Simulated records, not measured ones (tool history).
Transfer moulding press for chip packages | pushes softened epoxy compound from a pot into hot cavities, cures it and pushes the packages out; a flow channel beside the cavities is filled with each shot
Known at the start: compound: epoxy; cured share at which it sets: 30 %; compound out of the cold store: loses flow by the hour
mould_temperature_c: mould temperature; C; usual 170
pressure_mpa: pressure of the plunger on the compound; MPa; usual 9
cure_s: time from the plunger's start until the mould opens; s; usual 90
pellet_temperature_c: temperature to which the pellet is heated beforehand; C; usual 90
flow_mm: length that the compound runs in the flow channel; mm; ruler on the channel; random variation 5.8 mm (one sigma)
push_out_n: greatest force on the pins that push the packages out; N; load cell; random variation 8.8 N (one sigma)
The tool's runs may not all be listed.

run	day	mould_temperature_c	pressure_mpa	cure_s	pellet_temperature_c	incoming compound's hours out of the cold store	flow_mm	push_out_n
1	0	170	9	90	90	14	686	589
# day 0.808: cavities cleaned with cleaning compound and waxed
2	0.946	170	9	90	90	12.7	678	422
3	1.796	170	9	90	90	44.5	583	578
4	2.304	170	9	90	90	9.3	686	642
# day 2.5: cavities cleaned with cleaning compound and waxed
5	3.092	170	9	90	90	41.5	599	498
6	3.958	170	9	90	97	37	600	616
# day 4.196: cavities cleaned with cleaning compound and waxed
7	4.471	170	10.44	90	97	11.9	730	472
8	5.233	177	9	90	90	34.8	592	536
# day 5.888: cavities cleaned with cleaning compound and waxed
9	6.288	177	9	90	90	8.4	661	420
10	7.15	170	9	90	90	44.7	568	577
# day 7.554: cavities cleaned with cleaning compound and waxed
11	8.054	170	9	90	90	44.1	581	499
12	8.975	170	8.81	90	90	37.7	585	593
# day 9.267: cavities cleaned with cleaning compound and waxed
13	9.621	170	9	90	92	22.4	627	467
14	10.542	170	9	90	92	32.6	599	586
# day 10.938: cavities cleaned with cleaning compound and waxed
15	11.55	165	9	90	87	31.1	600	642
16	12.388	170	9	87	90	17.6	622	652
# day 12.633: cavities cleaned with cleaning compound and waxed
17	13.238	173	10.18	101	91	30.7	617	446
18	13.912	173	10.18	101	91	23.7	629	533
# day 14.362: cavities cleaned with cleaning compound and waxed
19	14.596	175	7.42	76	94	20.5	543	444
20	15.083	173	9.09	102	98	27.2	584	478
21	15.546	170	9	90	83	16.1	609	607
# day 16.092: cavities cleaned with cleaning compound and waxed
22	16.442	170	9	89	88	29.8	576	457
23	17.412	170	9	89	88	20	598	627
# day 17.746: cavities cleaned with cleaning compound and waxed
24	18.333	163	9.05	90	98	41.3	559	631
25	18.95	163	9.65	90	98	16.1	648	807
# day 19.454: cavities cleaned with cleaning compound and waxed
26	19.8	163	9.65	90	98	8.6	660	629
27	20.625	163	9.65	90	98	12.6	648	831

Forecast each of these 3 alternatives for the next run:
# day 21.125: cavities cleaned with cleaning compound and waxed
A	21.442	171	9	109	90	43.4	?	?
# day 21.125: cavities cleaned with cleaning compound and waxed
B	21.442	170	9.07	77	90	20	?	?
# day 21.125: cavities cleaned with cleaning compound and waxed
C	21.442	173	8.96	90	97	25.2	?	?

run	flow_mm	push_out_n
A	522	412
B	598	594
C	557	430
Without the tool's hidden state the same runs would have given:
run	flow_mm	push_out_n
A	597	347
B	685	532
C	639	366

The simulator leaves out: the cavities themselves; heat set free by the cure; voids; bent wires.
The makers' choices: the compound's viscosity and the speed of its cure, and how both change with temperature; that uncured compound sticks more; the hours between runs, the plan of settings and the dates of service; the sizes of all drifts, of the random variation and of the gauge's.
